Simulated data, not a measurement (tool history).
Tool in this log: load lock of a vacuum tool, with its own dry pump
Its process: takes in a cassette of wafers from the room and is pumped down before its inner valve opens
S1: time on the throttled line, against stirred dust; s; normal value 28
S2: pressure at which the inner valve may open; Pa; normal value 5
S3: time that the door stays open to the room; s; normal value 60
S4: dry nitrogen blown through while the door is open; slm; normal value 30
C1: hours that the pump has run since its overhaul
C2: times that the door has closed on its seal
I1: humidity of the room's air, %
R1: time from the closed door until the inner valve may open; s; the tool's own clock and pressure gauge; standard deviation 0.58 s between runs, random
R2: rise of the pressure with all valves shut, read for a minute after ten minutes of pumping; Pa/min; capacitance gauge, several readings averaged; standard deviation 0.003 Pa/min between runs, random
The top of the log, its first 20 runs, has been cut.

run 21 hour=3758.0 | S1=28 S2=5 S3=60 S4=14 | C1=880 C2=15189 | I1=41.2 | R1=84.1 R2=0.040
run 22 hour=3894.9 | S1=28 S2=7 S3=117 S4=4 | C1=1016 C2=15489 | I1=44.5 | R1=82.0 R2=0.052
run 23 hour=4001.1 | S1=28 S2=5 S3=60 S4=4 | C1=1123 C2=15722 | I1=44.6 | R1=85.1 R2=0.045
run 24 hour=4234.0 | S1=28 S2=5 S3=94 S4=34 | C1=1356 C2=16232 | I1=45.1 | R1=84.3 R2=0.033
run 25 hour=4439.4 | S1=28 S2=5 S3=94 S4=34 | C1=1561 C2=16682 | I1=46.0 | R1=82.8 R2=0.032
run 26 hour=4651.2 | S1=14 S2=5 S3=94 S4=11 | C1=1773 C2=17146 | I1=44.4 | R1=75.5 R2=0.040
run 27 hour=4811.9 | S1=14 S2=5 S3=94 S4=11 | C1=1933 C2=17498 | I1=41.3 | R1=75.4 R2=0.042
run 28 hour=5002.6 | S1=28 S2=9 S3=57 S4=18 | C1=2124 C2=17916 | I1=44.9 | R1=80.8 R2=0.039
run 29 hour=5121.5 | S1=45 S2=4 S3=44 S4=6 | C1=2243 C2=18176 | I1=47.1 | R1=98.7 R2=0.050
run 30 hour=5320.2 | S1=28 S2=7 S3=60 S4=30 | C1=2442 C2=18611 | I1=43.1 | R1=81.7 R2=0.032
run 31 hour=5426.9 | S1=28 S2=5 S3=60 S4=21 | C1=2548 C2=18845 | I1=47.7 | R1=84.7 R2=0.039
run 32 hour=5600.7 | S1=28 S2=5 S3=60 S4=21 | C1=2722 C2=19226 | I1=44.8 | R1=84.8 R2=0.039
run 33 hour=5729.8 | S1=36 S2=5 S3=60 S4=21 | C1=2851 C2=19509 | I1=42.4 | R1=90.0 R2=0.044
run 34 hour=5883.8 | S1=24 S2=6 S3=59 S4=30 | C1=3005 C2=19846 | I1=44.3 | R1=80.6 R2=0.046
run 35 hour=6098.5 | S1=28 S2=5 S3=37 S4=30 | C1=3220 C2=20317 | I1=45.3 | R1=85.7 R2=0.037
run 36 hour=6224.0 | S1=16 S2=5 S3=37 S4=30 | C1=3345 C2=20591 | I1=45.0 | R1=76.6 R2=0.038

4 options for the next run, each taken on its own from the tool as it stands now. Forecast them:
run A hour=6385.8 | S1=28 S2=5 S3=151 S4=30 | C1=3507 C2=20946 | I1=44.5 | R1=? R2=?
run B hour=6385.8 | S1=14 S2=5 S3=91 S4=9 | C1=3507 C2=20946 | I1=46.7 | R1=? R2=?
run C hour=6385.8 | S1=22 S2=5 S3=61 S4=30 | C1=3507 C2=20946 | I1=44.8 | R1=? R2=?
run D hour=6385.8 | S1=37 S2=5 S3=49 S4=30 | C1=3507 C2=20946 | I1=49.3 | R1=? R2=?

run=A R1=85.6 R2=0.045
run=B R1=76.3 R2=0.050
run=C R1=81.3 R2=0.039
run=D R1=91.6 R2=0.044
Take away the tool's hidden state, keep each run's random variation, and the runs would have read:
run=A R1=83.6 R2=0.008
run=B R1=74.0 R2=0.014
run=C R1=79.2 R2=0.002
run=D R1=89.5 R2=0.008

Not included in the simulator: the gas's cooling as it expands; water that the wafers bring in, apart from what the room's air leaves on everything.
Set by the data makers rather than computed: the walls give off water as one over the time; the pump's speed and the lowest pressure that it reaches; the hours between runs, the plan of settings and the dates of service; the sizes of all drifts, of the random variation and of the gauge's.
